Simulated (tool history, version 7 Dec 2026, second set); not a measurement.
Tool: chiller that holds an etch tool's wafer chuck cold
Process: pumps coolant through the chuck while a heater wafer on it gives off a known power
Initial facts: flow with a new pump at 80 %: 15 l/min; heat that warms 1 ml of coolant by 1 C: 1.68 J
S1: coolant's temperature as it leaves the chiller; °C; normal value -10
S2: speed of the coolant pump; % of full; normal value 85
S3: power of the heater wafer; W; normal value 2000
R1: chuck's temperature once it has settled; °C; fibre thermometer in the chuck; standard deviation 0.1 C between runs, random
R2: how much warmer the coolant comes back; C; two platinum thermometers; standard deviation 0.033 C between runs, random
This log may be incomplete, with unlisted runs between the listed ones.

Run 1, hour 0: usual settings. Result: R1 6.1 °C, R2 4.58 C.
Run 2, hour 89.3: usual settings. Result: R1 6.3 °C, R2 4.57 C.
Run 3, hour 149.9: usual settings. Result: R1 6.4 °C, R2 4.54 C.
Run 4, hour 213.1: usual settings. Result: R1 6.3 °C, R2 4.55 C.
Run 5, hour 345.4: usual settings. Result: R1 6.4 °C, R2 4.49 C.
Run 6, hour 411.2: usual settings but S3 1718 W. Result: R1 3.9 °C, R2 3.89 C.
Run 7, hour 527.9: usual settings but S3 2600 W. Result: R1 11.5 °C, R2 5.97 C.
Run 8, hour 617.7: usual settings but S2 88 % of full, S3 2600 W. Result: R1 11 °C, R2 5.76 C.
Run 9, hour 721.5: usual settings but S2 88 % of full, S3 2600 W. Result: R1 10.9 °C, R2 5.73 C.
Run 10, hour 795.6: usual settings but S1 -9 °C, S2 88 % of full, S3 2600 W. Result: R1 12 °C, R2 5.77 C.
Run 11, hour 863.7: usual settings but S1 -9 °C, S2 88 % of full, S3 2600 W. Result: R1 12 °C, R2 5.77 C.
Run 12, hour 994.2: usual settings but S3 2059 W. Result: R1 6.9 °C, R2 4.74 C.
Run 13, hour 1093.7: usual settings. Result: R1 6.5 °C, R2 4.53 C.
Run 14, hour 1156.8: usual settings. Result: R1 6.6 °C, R2 4.59 C.
Run 15, hour 1247.6: usual settings. Result: R1 6.5 °C, R2 4.6 C.
Run 16, hour 1375.2: usual settings. Result: R1 6.7 °C, R2 4.55 C.
At hour 1463.4: coolant changed, channels flushed.
Run 17, hour 1481.4: usual settings. Result: R1 4.9 °C, R2 4.58 C.
Run 18, hour 1585.4: usual settings but S2 68 % of full. Result: R1 7.1 °C, R2 5.71 C.
Run 19, hour 1714.1: usual settings but S1 -6 °C, S2 78 % of full, S3 1678 W. Result: R1 7.1 °C, R2 4.22 C.
Run 20, hour 1779: usual settings but S2 91 % of full, S3 1169 W. Result: R1 -1.5 °C, R2 2.58 C.
Run 21, hour 1861.5: usual settings but S1 -9 °C, S3 1592 W. Result: R1 3.1 °C, R2 3.66 C.
Run 22, hour 1922.7: usual settings but S1 -7 °C, S2 97 % of full, S3 1592 W. Result: R1 4.1 °C, R2 3.17 C.
Run 23, hour 2017.3: usual settings but S1 -18 °C, S2 65 % of full, S3 2871 W. Result: R1 7.3 °C, R2 8.58 C.
Run 24, hour 2130.8: usual settings but S1 -18 °C, S2 65 % of full, S3 2871 W. Result: R1 7.6 °C, R2 8.6 C.
Run 25, hour 2188.6: usual settings but S1 -18 °C, S2 65 % of full, S3 2871 W. Result: R1 7.6 °C, R2 8.59 C.
Run 26, hour 2288: usual settings but S1 -13 °C, S2 70 % of full, S3 1925 W. Result: R1 3.5 °C, R2 5.39 C.
Run 27, hour 2390.3: usual settings but S1 -18 °C, S2 80 % of full, S3 1685 W. Result: R1 -4.8 °C, R2 4.11 C.
Run 28, hour 2519.8: usual settings but S1 -8 °C, S2 72 % of full, S3 1109 W. Result: R1 1.1 °C, R2 3 C.
Run 29, hour 2613.9: usual settings but S1 -1 °C, S2 72 % of full, S3 1109 W. Result: R1 8.4 °C, R2 3 C.

Predict each of these 3 candidate next runs independently; none follows another, all start after run 29:
Run A, hour 2681.4: usual settings but S1 -12 °C, S2 79 % of full, S3 1957 W. Result: R1 ?, R2 ?.
Run B, hour 2681.4: usual settings but S1 -2 °C, S2 96 % of full, S3 1471 W. Result: R1 ?, R2 ?.
Run C, hour 2681.4: usual settings but S1 -5 °C, S2 70 % of full, S3 1484 W. Result: R1 ?, R2 ?.

run   R1    R2
  A  3.7  4.86
  B  8.5  3.06
  C  7.7   4.2
The same runs, with their run-to-run variation unchanged, on a tool lacking any hidden condition would have given:
run   R1    R2
  A  3.4   4.7
  B  8.4  2.96
  C  7.5  4.06

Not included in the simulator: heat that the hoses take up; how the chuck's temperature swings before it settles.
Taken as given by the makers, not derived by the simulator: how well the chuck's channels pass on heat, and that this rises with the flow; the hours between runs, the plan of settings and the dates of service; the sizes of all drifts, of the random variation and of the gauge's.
